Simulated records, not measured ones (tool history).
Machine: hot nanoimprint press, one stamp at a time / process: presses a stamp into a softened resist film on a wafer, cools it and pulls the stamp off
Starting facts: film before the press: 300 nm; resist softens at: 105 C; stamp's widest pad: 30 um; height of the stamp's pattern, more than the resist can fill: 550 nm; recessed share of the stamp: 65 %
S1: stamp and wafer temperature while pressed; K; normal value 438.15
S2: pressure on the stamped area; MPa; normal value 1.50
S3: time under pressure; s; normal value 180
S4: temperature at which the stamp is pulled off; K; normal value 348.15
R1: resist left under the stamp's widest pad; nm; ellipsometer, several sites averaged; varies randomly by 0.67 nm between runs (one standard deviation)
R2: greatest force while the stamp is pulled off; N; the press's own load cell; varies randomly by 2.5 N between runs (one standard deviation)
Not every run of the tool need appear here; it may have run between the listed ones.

run 1 day=0.000 | S1=438.15 S2=1.50 S3=180 S4=348.15 | R1=157.0 R2=170
run 2 day=2.967 | S1=438.15 S2=1.50 S3=180 S4=348.15 | R1=155.9 R2=187
run 3 day=5.788 | S1=438.15 S2=1.50 S3=180 S4=348.15 | R1=154.5 R2=194
run 4 day=7.971 | S1=438.15 S2=1.50 S3=180 S4=348.15 | R1=153.6 R2=199
run 5 day=10.329 | S1=438.15 S2=1.50 S3=180 S4=348.15 | R1=153.9 R2=211
run 6 day=13.017 | S1=438.15 S2=1.50 S3=180 S4=348.15 | R1=152.3 R2=221
-- day=13.562 stamp cleaned and given a new release coat
run 7 day=14.850 | S1=438.15 S2=1.50 S3=180 S4=348.15 | R1=152.2 R2=176
run 8 day=17.575 | S1=441.15 S2=1.50 S3=180 S4=348.15 | R1=127.7 R2=186
run 9 day=19.533 | S1=441.15 S2=1.50 S3=180 S4=348.15 | R1=127.8 R2=196
run 10 day=21.821 | S1=438.15 S2=1.50 S3=180 S4=348.15 | R1=150.8 R2=203
run 11 day=23.883 | S1=438.15 S2=1.62 S3=180 S4=348.15 | R1=146.1 R2=205
run 12 day=25.842 | S1=438.15 S2=1.62 S3=180 S4=348.15 | R1=144.1 R2=219
-- day=27.046 stamp cleaned and given a new release coat
run 13 day=27.538 | S1=438.15 S2=1.82 S3=180 S4=348.15 | R1=137.9 R2=172
run 14 day=30.475 | S1=438.15 S2=1.03 S3=180 S4=348.15 | R1=171.8 R2=184
-- day=34.142 press's hydraulic seals changed and the load cell set to zero
run 15 day=34.229 | S1=431.15 S2=1.03 S3=180 S4=348.15 | R1=228.7 R2=197
-- day=34.792 plate thermocouple calibrated
run 16 day=36.158 | S1=438.15 S2=1.50 S3=180 S4=348.15 | R1=159.9 R2=205
run 17 day=39.138 | S1=438.15 S2=1.50 S3=180 S4=348.15 | R1=157.4 R2=220
-- day=41.046 stamp cleaned and given a new release coat
run 18 day=42.479 | S1=438.15 S2=1.50 S3=180 S4=348.15 | R1=158.1 R2=178
run 19 day=44.267 | S1=447.15 S2=1.50 S3=171 S4=341.15 | R1=94.7 R2=192
run 20 day=46.929 | S1=436.15 S2=1.50 S3=173 S4=348.15 | R1=177.0 R2=196
run 21 day=50.075 | S1=436.15 S2=1.50 S3=173 S4=348.15 | R1=174.7 R2=206
run 22 day=53.592 | S1=436.15 S2=1.50 S3=173 S4=348.15 | R1=174.9 R2=219
-- day=54.479 stamp cleaned and given a new release coat
run 23 day=57.075 | S1=444.15 S2=2.21 S3=265 S4=339.15 | R1=75.6 R2=195
run 24 day=58.825 | S1=444.15 S2=2.21 S3=265 S4=339.15 | R1=75.3 R2=200
run 25 day=61.783 | S1=436.15 S2=1.50 S3=180 S4=338.15 | R1=169.8 R2=215
run 26 day=64.983 | S1=437.15 S2=1.50 S3=180 S4=335.15 | R1=160.4 R2=230
run 27 day=67.288 | S1=437.15 S2=1.50 S3=180 S4=335.15 | R1=159.2 R2=244
-- day=68.058 stamp cleaned and given a new release coat
run 28 day=69.146 | S1=438.15 S2=1.50 S3=126 S4=350.15 | R1=169.3 R2=176
run 29 day=71.321 | S1=438.15 S2=1.50 S3=114 S4=340.15 | R1=173.1 R2=195
run 30 day=73.475 | S1=438.15 S2=0.99 S3=180 S4=348.15 | R1=176.2 R2=188
run 31 day=76.317 | S1=438.15 S2=2.11 S3=180 S4=336.15 | R1=126.5 R2=212

Consider 3 possible next runs. They are alternatives, not a sequence: every one starts from the tool as it was left by run 31. What does each give?
run A day=79.396 | S1=438.15 S2=2.38 S3=210 S4=339.15 | R1=? R2=?
run B day=79.396 | S1=438.15 S2=1.64 S3=214 S4=333.15 | R1=? R2=?
run C day=79.396 | S1=438.15 S2=2.03 S3=190 S4=348.15 | R1=? R2=?

run=A R1=112.2 R2=227
run=B R1=133.5 R2=233
run=C R1=126.6 R2=209
The same runs, with their run-to-run variation unchanged, on a tool lacking any hidden condition would have given:
run=A R1=121.9 R2=185
run=B R1=145.2 R2=190
run=C R1=137.5 R2=171

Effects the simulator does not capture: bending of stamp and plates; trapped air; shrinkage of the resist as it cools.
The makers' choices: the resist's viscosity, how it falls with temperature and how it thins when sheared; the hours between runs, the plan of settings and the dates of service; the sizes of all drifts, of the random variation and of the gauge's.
